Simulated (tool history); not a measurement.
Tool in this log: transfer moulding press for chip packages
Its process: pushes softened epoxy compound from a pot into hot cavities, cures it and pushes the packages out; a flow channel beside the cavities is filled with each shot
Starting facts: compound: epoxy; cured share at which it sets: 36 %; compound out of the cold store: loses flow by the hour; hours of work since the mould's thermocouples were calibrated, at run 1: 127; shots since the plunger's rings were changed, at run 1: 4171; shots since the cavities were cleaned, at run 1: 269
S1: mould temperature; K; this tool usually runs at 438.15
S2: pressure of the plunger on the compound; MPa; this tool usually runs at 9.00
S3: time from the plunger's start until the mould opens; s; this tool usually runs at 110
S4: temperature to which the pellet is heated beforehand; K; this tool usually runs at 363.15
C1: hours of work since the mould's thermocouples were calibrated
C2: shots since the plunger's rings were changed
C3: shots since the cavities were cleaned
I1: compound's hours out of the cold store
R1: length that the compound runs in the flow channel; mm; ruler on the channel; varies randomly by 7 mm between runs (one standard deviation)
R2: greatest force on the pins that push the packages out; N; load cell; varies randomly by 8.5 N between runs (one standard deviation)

{"run": 1, "hour": 0.0, "S1": 438.15, "S2": 9.0, "S3": 110, "S4": 363.15, "C1": 127, "C2": 4171, "C3": 269, "I1": 14.5, "R1": 853, "R2": 389}
{"run": 2, "hour": 19.9, "S1": 438.15, "S2": 9.0, "S3": 110, "S4": 363.15, "C1": 139, "C2": 4364, "C3": 462, "I1": 27.6, "R1": 814, "R2": 386}
{"run": 3, "hour": 36.1, "S1": 438.15, "S2": 9.0, "S3": 110, "S4": 363.15, "C1": 148, "C2": 4521, "C3": 619, "I1": 15.6, "R1": 854, "R2": 382}
{"hour": 42.1, "done": "cavities cleaned with cleaning compound and waxed"}
{"run": 4, "hour": 48.0, "S1": 438.15, "S2": 9.0, "S3": 110, "S4": 363.15, "C1": 154, "C2": 4622, "C3": 57, "I1": 25.6, "R1": 814, "R2": 390}
{"run": 5, "hour": 59.4, "S1": 438.15, "S2": 9.0, "S3": 110, "S4": 362.15, "C1": 161, "C2": 4733, "C3": 168, "I1": 28.9, "R1": 822, "R2": 380}
{"run": 6, "hour": 77.7, "S1": 438.15, "S2": 9.0, "S3": 110, "S4": 363.15, "C1": 172, "C2": 4910, "C3": 345, "I1": 45.8, "R1": 769, "R2": 374}
{"hour": 90.0, "done": "plunger's sealing rings changed"}
{"run": 7, "hour": 93.7, "S1": 438.15, "S2": 9.0, "S3": 110, "S4": 363.15, "C1": 180, "C2": 36, "C3": 476, "I1": 37.4, "R1": 797, "R2": 372}
{"run": 8, "hour": 107.9, "S1": 438.15, "S2": 9.0, "S3": 148, "S4": 363.15, "C1": 189, "C2": 173, "C3": 613, "I1": 9.7, "R1": 869, "R2": 320}
{"hour": 114.3, "done": "cavities cleaned with cleaning compound and waxed"}
{"run": 9, "hour": 128.9, "S1": 438.15, "S2": 9.0, "S3": 110, "S4": 363.15, "C1": 200, "C2": 363, "C3": 142, "I1": 24.3, "R1": 829, "R2": 385}
{"run": 10, "hour": 145.5, "S1": 438.15, "S2": 9.0, "S3": 110, "S4": 363.15, "C1": 210, "C2": 524, "C3": 303, "I1": 45.4, "R1": 772, "R2": 379}
{"run": 11, "hour": 156.4, "S1": 438.15, "S2": 9.0, "S3": 110, "S4": 363.15, "C1": 217, "C2": 629, "C3": 408, "I1": 22.1, "R1": 842, "R2": 388}
{"run": 12, "hour": 166.3, "S1": 438.15, "S2": 8.03, "S3": 110, "S4": 356.15, "C1": 223, "C2": 725, "C3": 504, "I1": 24.9, "R1": 795, "R2": 374}
{"hour": 183.0, "done": "cavities cleaned with cleaning compound and waxed"}
{"run": 13, "hour": 184.8, "S1": 438.15, "S2": 7.81, "S3": 110, "S4": 356.15, "C1": 233, "C2": 891, "C3": 18, "I1": 15.6, "R1": 794, "R2": 395}
{"run": 14, "hour": 202.1, "S1": 438.15, "S2": 7.81, "S3": 110, "S4": 356.15, "C1": 243, "C2": 1059, "C3": 186, "I1": 8.9, "R1": 827, "R2": 401}
{"run": 15, "hour": 219.6, "S1": 438.15, "S2": 7.81, "S3": 110, "S4": 356.15, "C1": 254, "C2": 1228, "C3": 355, "I1": 32.7, "R1": 757, "R2": 375}
{"run": 16, "hour": 229.3, "S1": 444.15, "S2": 7.81, "S3": 110, "S4": 357.15, "C1": 260, "C2": 1322, "C3": 449, "I1": 9.9, "R1": 789, "R2": 324}
{"run": 17, "hour": 240.0, "S1": 444.15, "S2": 7.81, "S3": 110, "S4": 357.15, "C1": 266, "C2": 1426, "C3": 553, "I1": 32.9, "R1": 729, "R2": 320}
{"hour": 252.7, "done": "cavities cleaned with cleaning compound and waxed"}
{"run": 18, "hour": 262.2, "S1": 444.15, "S2": 7.81, "S3": 92, "S4": 357.15, "C1": 278, "C2": 1627, "C3": 92, "I1": 21.4, "R1": 764, "R2": 364}
{"run": 19, "hour": 277.8, "S1": 444.15, "S2": 7.81, "S3": 92, "S4": 357.15, "C1": 288, "C2": 1778, "C3": 243, "I1": 9.1, "R1": 806, "R2": 383}
{"run": 20, "hour": 286.4, "S1": 438.15, "S2": 7.16, "S3": 118, "S4": 363.15, "C1": 293, "C2": 1861, "C3": 326, "I1": 16.9, "R1": 756, "R2": 363}
{"run": 21, "hour": 299.3, "S1": 445.15, "S2": 7.7, "S3": 129, "S4": 369.15, "C1": 300, "C2": 1986, "C3": 451, "I1": 42.4, "R1": 699, "R2": 324}
{"run": 22, "hour": 319.5, "S1": 445.15, "S2": 7.7, "S3": 129, "S4": 369.15, "C1": 313, "C2": 2182, "C3": 647, "I1": 37.6, "R1": 718, "R2": 326}

3 options for the next run, each taken on its own from the tool as it stands now. Forecast them:
{"hour": 322.8, "done": "cavities cleaned with cleaning compound and waxed"}
{"run": "A", "hour": 330.5, "S1": 445.15, "S2": 6.85, "S3": 129, "S4": 369.15, "C1": 318, "C2": 2274, "C3": 74, "I1": 34.6, "R1": "?", "R2": "?"}
{"hour": 322.8, "done": "cavities cleaned with cleaning compound and waxed"}
{"run": "B", "hour": 330.5, "S1": 445.15, "S2": 7.91, "S3": 129, "S4": 369.15, "C1": 318, "C2": 2274, "C3": 74, "I1": 31.9, "R1": "?", "R2": "?"}
{"hour": 322.8, "done": "cavities cleaned with cleaning compound and waxed"}
{"run": "C", "hour": 330.5, "S1": 445.15, "S2": 7.7, "S3": 138, "S4": 369.15, "C1": 318, "C2": 2274, "C3": 74, "I1": 47.8, "R1": "?", "R2": "?"}

run=A R1=678 R2=310
run=B R1=738 R2=308
run=C R1=689 R2=305
What these runs would have given with no unlogged condition in the tool:
run=A R1=679 R2=310
run=B R1=739 R2=307
run=C R1=689 R2=304
